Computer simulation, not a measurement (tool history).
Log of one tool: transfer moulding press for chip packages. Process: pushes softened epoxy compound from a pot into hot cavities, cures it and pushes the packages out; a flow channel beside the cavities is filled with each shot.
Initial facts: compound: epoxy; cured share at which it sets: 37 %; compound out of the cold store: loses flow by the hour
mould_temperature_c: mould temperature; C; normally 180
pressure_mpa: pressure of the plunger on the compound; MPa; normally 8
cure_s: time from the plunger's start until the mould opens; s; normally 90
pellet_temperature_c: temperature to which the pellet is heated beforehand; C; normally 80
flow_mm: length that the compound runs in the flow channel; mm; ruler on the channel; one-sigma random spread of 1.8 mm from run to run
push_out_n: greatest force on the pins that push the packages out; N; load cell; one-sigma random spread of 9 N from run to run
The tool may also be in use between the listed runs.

run,hour,mould_temperature_c,pressure_mpa,cure_s,pellet_temperature_c,incoming compound's hours out of the cold store,flow_mm,push_out_n
1,0,180,8,90,80,38,545,389
2,7,180,8,90,80,23.8,580,447
3,12.3,180,8,100,80,24.6,575,465
4,23.8,180,8.13,90,80,38.9,544,531
5,34.5,180,8,90,80,22.4,583,549
6,39.8,180,8,90,80,32.2,553,575
7,49.4,180,8,90,80,47.6,517,583
# hour 53.7: cavities cleaned with cleaning compound and waxed
8,62.5,185,8,90,80,29.5,547,428
# hour 65.3: mould's thermocouples calibrated
9,70.8,185,8,90,80,11.2,595,478
10,79.9,185,8,90,80,12.2,593,482
11,86.7,180,8,82,80,20,586,630
12,97.2,180,8,82,89,47.5,515,627
# hour 107.3: plunger's sealing rings changed
13,109.4,180,8,72,80,23.8,591,858
# hour 112.4: cavities cleaned with cleaning compound and waxed
14,121.7,180,8,126,80,12.5,620,425
15,129.3,180,8,127,80,15.5,611,465
# hour 132.5: mould's thermocouples calibrated, once more
16,143.8,180,8,127,80,43.8,533,497
17,150.4,172,8,127,76,47.5,541,524
18,160.3,187,9.84,120,72,32.2,600,532
# hour 168.1: cavities cleaned with cleaning compound and waxed
19,172.4,180,7.55,72,81,37.8,531,556
20,181,175,8.51,72,81,38.1,577,837
21,188.2,175,8.51,72,81,45.3,556,847
22,198.3,180,8,85,80,8.6,626,555
23,207.7,180,8,85,80,12.8,611,593
24,213.3,182,9.1,90,82,44.9,555,536
25,218.7,182,9.1,90,82,31.7,589,558
# hour 222.8: cavities cleaned with cleaning compound and waxed
26,227.1,182,9.1,75,73,40.9,566,466
27,235.3,182,9.1,103,74,12.8,645,447
28,241.2,182,7.45,97,74,9.8,589,470

Table of differences, measured result less the result of that run with no hidden state. Run-to-run variation is the same in both. Gauge scatter possibly is not:
Unlogged tool condition in this case: true mould temperature over the reading, C; pressure that reaches the compound, % of what is set; grip of the stained cavities, % over clean ones'; drift of the gauge itself on flow_mm, %; drift of the gauge itself on push_out_n, %.
run,flow_mm,push_out_n
1,-9,+5
2,-10,+48
3,-11,+73
4,-11,+126
5,-12,+157
6,-13,+175
7,-12,+190
8,-14,+52
9,-16,+87
10,-16,+116
11,-16,+182
12,-15,+202
13,+1,+303
14,+1,+62
15,+0,+96
16,-5,+133
17,-5,+152
18,-6,+172
19,-7,+24
20,-8,+107
21,-8,+154
22,-10,+137
23,-11,+167
24,-10,+167
25,-10,+178
26,-11,+29
27,-13,+74
28,-13,+96
